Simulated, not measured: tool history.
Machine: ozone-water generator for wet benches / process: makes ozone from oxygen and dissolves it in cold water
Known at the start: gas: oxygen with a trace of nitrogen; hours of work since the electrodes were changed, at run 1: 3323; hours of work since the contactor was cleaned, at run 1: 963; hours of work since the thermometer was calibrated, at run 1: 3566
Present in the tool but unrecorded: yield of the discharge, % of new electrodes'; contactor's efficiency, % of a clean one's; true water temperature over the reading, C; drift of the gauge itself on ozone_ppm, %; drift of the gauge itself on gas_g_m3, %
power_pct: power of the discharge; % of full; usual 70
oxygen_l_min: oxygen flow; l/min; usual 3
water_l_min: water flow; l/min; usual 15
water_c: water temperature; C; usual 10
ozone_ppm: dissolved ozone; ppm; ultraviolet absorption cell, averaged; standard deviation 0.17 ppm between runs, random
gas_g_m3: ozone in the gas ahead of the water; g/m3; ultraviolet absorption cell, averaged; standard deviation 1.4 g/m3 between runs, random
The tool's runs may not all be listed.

run      day  power_pct  oxygen_l_min  water_l_min  water_c  hours of work since the electrodes were changed  hours of work since the contactor was cleaned  hours of work since the thermometer was calibrated  ozone_ppm  gas_g_m3
  1        0         70             3           15       10                                             3323                                            963                                                3566       20.7     241.9
  2    6.704         92             3           15       10                                             3448                                           1088                                                3691       24.4     288.8
  3   11.754         92             3           15       10                                             3542                                           1182                                                3785       24.2     286.5
  4   16.775         92             3           15       10                                             3636                                           1276                                                3879       24.3     287.6
  5   20.742         70             3           12       10                                             3710                                           1350                                                3953         26     238.2
  6   29.708         70             3           12       10                                             3877                                           1517                                                4120       25.7     240.1
  7   34.883         70             3           12       10                                             3973                                           1613                                                4216       25.4     235.2
  8   39.354         70             3           12       10                                             4057                                           1697                                                4300       25.6     236.9
  9   48.833         70             3           12       10                                             4233                                           1873                                                4476       25.3     237.7
 10   53.212         70             3           12       10                                             4315                                           1955                                                4558       25.3     234.3
      54.062  -- contactor cleaned
 11   62.596         70             3           12       10                                             4487                                            159                                                4730       25.9     234.5
 12   68.617         44          4.14           15       11                                             4599                                            271                                                4842         15     144.1
 13   78.079         52          1.78           15       13                                             4775                                            448                                                5018       15.9     273.3
 14   83.929         71          2.98           11        7                                             4884                                            556                                                5127       29.1     235.8
 15   93.404         71          2.98           11        7                                             5061                                            733                                                5304       28.9     234.6
 16  102.796         70           2.7           15        8                                             5236                                            908                                                5479       20.1     248.5
 17  111.371         73          3.32           15       10                                             5395                                           1068                                                5638       20.3     223.8
 18  118.083         79             3           15       12                                             5520                                           1193                                                5763       20.3     245.9
 19  124.225         79             3           15       12                                             5635                                           1307                                                5878       20.3     245.9
     130.058  -- water thermometer calibrated
 20  132.192         70          5.19           15        9                                             5783                                           1455                                                  40       19.2     159.7

Predict each of these 5 candidate next runs independently; none follows another, all start after run 20:
  A  139.675         46             3           15       10                                             5922                                           1595                                                 179          ?         ?
  B  139.675         70          2.26           15        9                                             5922                                           1595                                                 179          ?         ?
  C  139.675         70          5.37           14        9                                             5922                                           1595                                                 179          ?         ?
  D  139.675         91          1.88           15       10                                             5922                                           1595                                                 179          ?         ?
  E  139.675         69          5.19           11        9                                             5922                                           1595                                                 179          ?         ?

run  ozone_ppm  gas_g_m3
  A       14.9       177
  B       18.9     269.8
  C       20.3     155.6
  D       21.6     354.3
  E         25     156.4
What these runs would have given with no unlogged condition in the tool:
run  ozone_ppm  gas_g_m3
  A       17.4     198.9
  B       23.1     316.3
  C       24.8     182.5
  D       27.1     426.5
  E       30.3     183.1
